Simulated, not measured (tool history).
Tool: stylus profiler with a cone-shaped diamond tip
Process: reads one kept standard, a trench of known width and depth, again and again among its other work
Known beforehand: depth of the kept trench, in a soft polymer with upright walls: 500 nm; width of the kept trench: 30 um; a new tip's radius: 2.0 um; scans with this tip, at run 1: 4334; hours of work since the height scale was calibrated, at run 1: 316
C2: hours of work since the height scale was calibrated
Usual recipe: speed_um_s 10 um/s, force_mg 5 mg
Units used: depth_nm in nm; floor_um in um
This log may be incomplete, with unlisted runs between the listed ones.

Run 1, hour 0: usual settings; scans with this tip 4334; C2 316. Result: depth_nm 513.98 nm, floor_um 27.4 um.
Run 2, hour 31.5: usual settings; scans with this tip 4559; C2 332. Result: depth_nm 514.11 nm, floor_um 27.27 um.
Run 3, hour 60.9: usual settings; scans with this tip 4770; C2 348. Result: depth_nm 513.99 nm, floor_um 27.35 um.
Run 4, hour 94.8: usual settings but speed_um_s 20 um/s; scans with this tip 5012; C2 366. Result: depth_nm 514 nm, floor_um 27.28 um.
Run 5, hour 128.2: usual settings but speed_um_s 20 um/s; scans with this tip 5252; C2 383. Result: depth_nm 513.94 nm, floor_um 27.34 um.
Run 6, hour 156.5: usual settings but speed_um_s 13 um/s; scans with this tip 5454; C2 398. Result: depth_nm 513.86 nm, floor_um 27.33 um.
Run 7, hour 187.7: usual settings but speed_um_s 8 um/s, force_mg 3.69 mg; scans with this tip 5677; C2 414. Result: depth_nm 511.6 nm, floor_um 27.3 um.
Run 8, hour 226.9: usual settings but speed_um_s 7 um/s, force_mg 4.51 mg; scans with this tip 5957; C2 434. Result: depth_nm 513.1 nm, floor_um 27.39 um.
Run 9, hour 263: usual settings but speed_um_s 7 um/s, force_mg 4.51 mg; scans with this tip 6216; C2 453. Result: depth_nm 513.04 nm, floor_um 27.38 um.
Run 10, hour 294.6: usual settings but speed_um_s 8 um/s, force_mg 9.3 mg; scans with this tip 6442; C2 470. Result: depth_nm 521.18 nm, floor_um 27.3 um.
Run 11, hour 324.7: usual settings but speed_um_s 8 um/s, force_mg 9.3 mg; scans with this tip 6658; C2 486. Result: depth_nm 521.11 nm, floor_um 27.38 um.
Run 12, hour 361.6: usual settings but speed_um_s 8 um/s, force_mg 9.3 mg; scans with this tip 6921; C2 505. Result: depth_nm 521.16 nm, floor_um 27.33 um.

Predict each of these 3 candidate next runs independently; none follows another, all start after run 12:
Run A, hour 380.2: usual settings but speed_um_s 21 um/s, force_mg 11.56 mg; scans with this tip 7055; C2 514. Result: depth_nm ?, floor_um ?.
Run B, hour 380.2: usual settings but force_mg 12.06 mg; scans with this tip 7055; C2 514. Result: depth_nm ?, floor_um ?.
Run C, hour 380.2: usual settings but force_mg 10.64 mg; scans with this tip 7055; C2 514. Result: depth_nm ?, floor_um ?.

run  depth_nm  floor_um
  A    524.58     27.33
  B    525.22     27.29
  C     523.2     27.34
Take away the tool's hidden state, keep each run's random variation, and the runs would have read:
run  depth_nm  floor_um
  A    524.55     27.34
  B    525.19     27.29
  C    523.17     27.34

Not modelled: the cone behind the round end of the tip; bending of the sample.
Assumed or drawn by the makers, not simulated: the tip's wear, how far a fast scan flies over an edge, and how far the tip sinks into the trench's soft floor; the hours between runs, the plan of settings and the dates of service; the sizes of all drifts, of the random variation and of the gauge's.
